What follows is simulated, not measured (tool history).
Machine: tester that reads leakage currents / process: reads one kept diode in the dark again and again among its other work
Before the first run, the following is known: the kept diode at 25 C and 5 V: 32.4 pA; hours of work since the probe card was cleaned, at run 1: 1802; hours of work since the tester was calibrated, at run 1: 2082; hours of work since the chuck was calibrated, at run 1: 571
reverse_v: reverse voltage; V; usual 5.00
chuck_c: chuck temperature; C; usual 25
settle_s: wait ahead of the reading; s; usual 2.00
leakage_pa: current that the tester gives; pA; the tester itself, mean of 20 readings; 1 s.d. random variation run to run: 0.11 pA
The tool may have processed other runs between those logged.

run	day	reverse_v	chuck_c	settle_s	hours of work since the probe card was cleaned	hours of work since the tester was calibrated	hours of work since the chuck was calibrated	leakage_pa
1	0.000	5.00	25	2.00	1802	2082	571	34.45
2	2.025	5.00	25	2.00	1830	2110	599	34.52
3	5.400	5.00	25	2.00	1876	2156	645	34.59
4	7.238	5.00	25	1.00	1902	2182	671	34.73
5	9.483	5.00	25	1.00	1933	2213	702	34.67
6	13.108	5.00	25	1.00	1983	2263	752	34.71
7	15.267	5.00	25	1.74	2013	2293	782	34.41
8	16.996	5.00	25	1.74	2037	2317	806	34.09
9	20.258	5.00	30	1.74	2082	2362	851	49.53
10	23.712	5.00	30	1.74	2130	2410	899	49.40
11	25.825	5.00	25	4.35	2159	2439	928	34.08
12	28.862	5.00	25	2.00	2202	2482	971	33.90
13	32.150	5.00	25	0.38	2247	2527	1016	35.45
14	36.104	5.00	25	0.38	2302	2582	1071	35.45
15	38.908	5.00	25	0.38	2341	2621	1110	35.32
16	41.375	5.00	25	0.38	2375	2655	1144	35.17
# day 43.438: probe card cleaned and baked
17	44.854	5.00	25	2.00	20	2701	1190	28.28
18	47.017	5.00	25	2.00	50	2731	1220	28.28
19	48.771	5.00	25	6.64	74	2756	1245	28.01
20	50.533	5.00	25	6.64	98	2780	1269	27.93
21	54.625	9.92	22	9.67	155	2837	1326	29.84
# day 54.950: tester calibrated
22	57.504	5.01	22	9.67	194	35	1364	21.34
23	59.242	5.80	25	0.40	218	59	1389	31.17
24	61.338	1.83	38	0.34	247	88	1418	49.99
25	63.575	1.83	24	2.36	278	119	1449	15.58
# day 65.421: chuck's temperature calibrated
26	65.867	2.64	45	6.81	308	150	6	117.11
27	69.796	15.06	22	1.66	363	204	61	45.03
28	73.000	15.06	22	1.66	407	249	105	45.33
29	74.825	15.06	22	1.66	433	274	130	45.13
# day 77.558: tester calibrated, once more
30	78.817	9.50	45	2.91	487	17	184	218.54
31	81.267	2.74	25	2.00	521	51	218	24.72
32	83.862	12.69	25	3.01	557	87	254	53.51

For run 33, what comes out?
33	86.575	4.40	25	1.42	594	125	292	?

Run 33 gave leakage_pa 31.44 pA.
Take away the tool's hidden state, keep the run-to-run variation as it was, and the same run would have given leakage_pa 30.96 pA.

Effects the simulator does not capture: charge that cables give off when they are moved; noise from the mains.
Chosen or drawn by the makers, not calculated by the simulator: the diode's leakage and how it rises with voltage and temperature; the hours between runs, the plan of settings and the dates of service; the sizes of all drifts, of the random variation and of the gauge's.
